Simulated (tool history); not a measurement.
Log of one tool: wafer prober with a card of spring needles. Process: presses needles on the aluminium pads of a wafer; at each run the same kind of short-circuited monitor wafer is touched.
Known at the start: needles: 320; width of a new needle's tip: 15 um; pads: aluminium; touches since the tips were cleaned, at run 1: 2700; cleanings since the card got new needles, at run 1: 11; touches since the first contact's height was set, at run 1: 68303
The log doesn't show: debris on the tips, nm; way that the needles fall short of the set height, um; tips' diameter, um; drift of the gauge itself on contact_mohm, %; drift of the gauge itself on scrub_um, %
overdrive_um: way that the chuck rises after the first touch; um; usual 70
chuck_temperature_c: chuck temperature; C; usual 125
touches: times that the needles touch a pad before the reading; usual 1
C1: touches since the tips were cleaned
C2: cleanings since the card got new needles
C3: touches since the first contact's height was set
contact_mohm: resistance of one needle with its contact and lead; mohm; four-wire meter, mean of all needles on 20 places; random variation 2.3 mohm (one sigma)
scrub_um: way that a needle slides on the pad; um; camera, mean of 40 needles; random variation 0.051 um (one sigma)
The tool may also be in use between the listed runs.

run 1 day=0.000 | overdrive_um=70 chuck_temperature_c=125 touches=1 | C1=2700 C2=11 C3=68303 | contact_mohm=264 scrub_um=16.19
-- day=0.183 tips cleaned on abrasive film
run 2 day=0.258 | overdrive_um=70 chuck_temperature_c=125 touches=1 | C1=1074 C2=12 C3=71946 | contact_mohm=264 scrub_um=16.16
-- day=0.558 tips cleaned on abrasive film
run 3 day=0.642 | overdrive_um=70 chuck_temperature_c=52 touches=1 | C1=1216 C2=13 C3=77464 | contact_mohm=248 scrub_um=16.23
-- day=0.912 tips cleaned on abrasive film
run 4 day=0.933 | overdrive_um=70 chuck_temperature_c=32 touches=1 | C1=326 C2=14 C3=81603 | contact_mohm=240 scrub_um=16.25
run 5 day=1.204 | overdrive_um=70 chuck_temperature_c=113 touches=1 | C1=4188 C2=14 C3=85465 | contact_mohm=268 scrub_um=16.24
-- day=1.279 tips cleaned on abrasive film
-- day=1.642 tips cleaned on abrasive film
run 6 day=1.650 | overdrive_um=70 chuck_temperature_c=113 touches=1 | C1=132 C2=16 C3=91778 | contact_mohm=265 scrub_um=16.21
run 7 day=1.850 | overdrive_um=72 chuck_temperature_c=125 touches=1 | C1=3037 C2=16 C3=94683 | contact_mohm=265 scrub_um=16.71
-- day=1.996 tips cleaned on abrasive film
run 8 day=2.229 | overdrive_um=77 chuck_temperature_c=37 touches=1 | C1=3332 C2=17 C3=100069 | contact_mohm=241 scrub_um=17.86
-- day=2.346 tips cleaned on abrasive film
run 9 day=2.583 | overdrive_um=77 chuck_temperature_c=37 touches=1 | C1=3406 C2=18 C3=105145 | contact_mohm=239 scrub_um=17.93

The next listed run, before its measurement:
-- day=2.717 tips cleaned on abrasive film
run 10 day=2.971 | overdrive_um=70 chuck_temperature_c=33 touches=2 | C1=3688 C2=19 C3=110686 | contact_mohm=? scrub_um=?

Run 10 gave contact_mohm 240 mohm, scrub_um 16.30 um.
Without the tool's hidden state the same run would have given contact_mohm 239 mohm, scrub_um 16.14 um.
